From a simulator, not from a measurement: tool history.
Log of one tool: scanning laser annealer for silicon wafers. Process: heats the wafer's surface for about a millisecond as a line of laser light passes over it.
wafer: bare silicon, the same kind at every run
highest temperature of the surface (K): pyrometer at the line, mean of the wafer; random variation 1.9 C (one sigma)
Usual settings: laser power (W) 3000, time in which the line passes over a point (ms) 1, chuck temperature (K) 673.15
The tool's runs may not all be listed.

| run | hour | laser power (W) | time in which the line passes over a point (ms) | chuck temperature (K) | highest temperature of the surface (K) |
|---|---|---|---|---|---|
| 1 | 0 | 3000 | 1 | 673.15 | 1450.15 |
| 2 | 5.1 | 3000 | 1 | 675.15 | 1452.15 |
| 3 | 12.4 | 3000 | 1 | 675.15 | 1450.15 |
| 4 | 17 | 3000 | 1 | 673.15 | 1451.15 |
| 5 | 22.6 | 3000 | 1 | 673.15 | 1448.15 |
| 6 | 28.1 | 3000 | 1 | 673.15 | 1448.15 |
| 7 | 37.5 | 3000 | 1 | 673.15 | 1447.15 |
| 8 | 42 | 2745 | 1 | 673.15 | 1375.15 |
| 9 | 50.3 | 2745 | 1 | 673.15 | 1376.15 |
| 10 | 55.2 | 2745 | 1 | 673.15 | 1379.15 |
| 11 | 64.8 | 2745 | 1 | 673.15 | 1377.15 |
| 12 | 70.7 | 2745 | 1 | 673.15 | 1375.15 |
| 13 | 78.6 | 2745 | 1 | 673.15 | 1373.15 |
|  | 81.5 | window over the wafer cleaned |
| 14 | 88.8 | 2745 | 1 | 673.15 | 1370.15 |
| 15 | 98.2 | 3135 | 1.12 | 673.15 | 1542.15 |
| 16 | 106.1 | 3037 | 1.12 | 673.15 | 1510.15 |

Forecast run 17:
| 17 | 111.3 | 3249 | 0.84 | 673.15 | ? |

{"run 17": {"highest temperature of the surface (K)": 1436.15}}
Without the tool's hidden state the same run would have given highest temperature of the surface (K) 1458.15.
